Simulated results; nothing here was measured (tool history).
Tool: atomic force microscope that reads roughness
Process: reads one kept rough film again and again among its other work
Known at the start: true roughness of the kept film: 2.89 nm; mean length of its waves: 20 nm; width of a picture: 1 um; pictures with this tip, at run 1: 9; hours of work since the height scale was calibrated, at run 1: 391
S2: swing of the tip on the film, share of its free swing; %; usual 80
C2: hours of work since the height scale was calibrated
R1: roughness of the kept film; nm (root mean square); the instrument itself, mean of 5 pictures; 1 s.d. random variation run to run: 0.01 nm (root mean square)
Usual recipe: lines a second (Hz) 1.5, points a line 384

{"run": 1, "day": 0.0, "lines a second (Hz)": 1.5, "S2": 80, "points a line": 384, "pictures with this tip": 9, "C2": 391, "R1": 2.289}
{"run": 2, "day": 0.475, "lines a second (Hz)": 1.64, "S2": 80, "points a line": 384, "pictures with this tip": 29, "C2": 398, "R1": 2.215}
{"run": 3, "day": 1.567, "lines a second (Hz)": 1.5, "S2": 80, "points a line": 384, "pictures with this tip": 76, "C2": 415, "R1": 2.113}
{"run": 4, "day": 2.092, "lines a second (Hz)": 1.5, "S2": 80, "points a line": 384, "pictures with this tip": 99, "C2": 423, "R1": 2.05}
{"run": 5, "day": 3.2, "lines a second (Hz)": 1.5, "S2": 80, "points a line": 384, "pictures with this tip": 147, "C2": 440, "R1": 1.939}
{"run": 6, "day": 3.812, "lines a second (Hz)": 1.5, "S2": 80, "points a line": 384, "pictures with this tip": 173, "C2": 449, "R1": 1.897}
{"run": 7, "day": 4.446, "lines a second (Hz)": 1.5, "S2": 80, "points a line": 384, "pictures with this tip": 201, "C2": 459, "R1": 1.855}
{"day": 4.567, "done": "new tip fitted"}
{"run": 8, "day": 5.321, "lines a second (Hz)": 1.5, "S2": 80, "points a line": 384, "pictures with this tip": 33, "C2": 472, "R1": 2.191}
{"run": 9, "day": 6.242, "lines a second (Hz)": 1.5, "S2": 80, "points a line": 384, "pictures with this tip": 73, "C2": 486, "R1": 2.086}
{"run": 10, "day": 6.838, "lines a second (Hz)": 1.5, "S2": 80, "points a line": 962, "pictures with this tip": 98, "C2": 495, "R1": 2.066}
{"run": 11, "day": 7.921, "lines a second (Hz)": 2.63, "S2": 58, "points a line": 282, "pictures with this tip": 145, "C2": 512, "R1": 2}
{"run": 12, "day": 8.792, "lines a second (Hz)": 1.5, "S2": 79, "points a line": 374, "pictures with this tip": 183, "C2": 525, "R1": 1.876}
{"day": 9.338, "done": "new tip fitted"}
{"run": 13, "day": 9.354, "lines a second (Hz)": 1.5, "S2": 79, "points a line": 374, "pictures with this tip": 1, "C2": 533, "R1": 2.283}
{"run": 14, "day": 9.829, "lines a second (Hz)": 3.98, "S2": 76, "points a line": 810, "pictures with this tip": 22, "C2": 540, "R1": 2.086}
{"run": 15, "day": 10.908, "lines a second (Hz)": 3.71, "S2": 74, "points a line": 624, "pictures with this tip": 68, "C2": 557, "R1": 2.033}
{"run": 16, "day": 11.729, "lines a second (Hz)": 3.71, "S2": 70, "points a line": 624, "pictures with this tip": 104, "C2": 569, "R1": 2.004}
{"run": 17, "day": 12.558, "lines a second (Hz)": 3.71, "S2": 70, "points a line": 624, "pictures with this tip": 140, "C2": 582, "R1": 1.924}
{"run": 18, "day": 13.2, "lines a second (Hz)": 3.71, "S2": 70, "points a line": 624, "pictures with this tip": 167, "C2": 592, "R1": 1.885}
{"run": 19, "day": 13.788, "lines a second (Hz)": 3.71, "S2": 56, "points a line": 624, "pictures with this tip": 193, "C2": 601, "R1": 1.955}
{"day": 14.129, "done": "new tip fitted"}
{"run": 20, "day": 14.579, "lines a second (Hz)": 1.14, "S2": 81, "points a line": 624, "pictures with this tip": 19, "C2": 612, "R1": 2.319}

Difference, measured minus no-hidden-state, one row per run. Run-to-run variation is common to both terms; the gauge's own scatter need not be:
The hidden state here: radius of the tip, nm; height scale over the true one, %; drift of the gauge itself on roughness_nm, %.
run=1 R1=-0.019
run=2 R1=-0.077
run=3 R1=-0.19
run=4 R1=-0.237
run=5 R1=-0.341
run=6 R1=-0.391
run=7 R1=-0.444
run=8 R1=-0.1
run=9 R1=-0.197
run=10 R1=-0.258
run=11 R1=-0.357
run=12 R1=-0.421
run=13 R1=-0.011
run=14 R1=-0.059
run=15 R1=-0.162
run=16 R1=-0.241
run=17 R1=-0.311
run=18 R1=-0.366
run=19 R1=-0.442
run=20 R1=-0.033
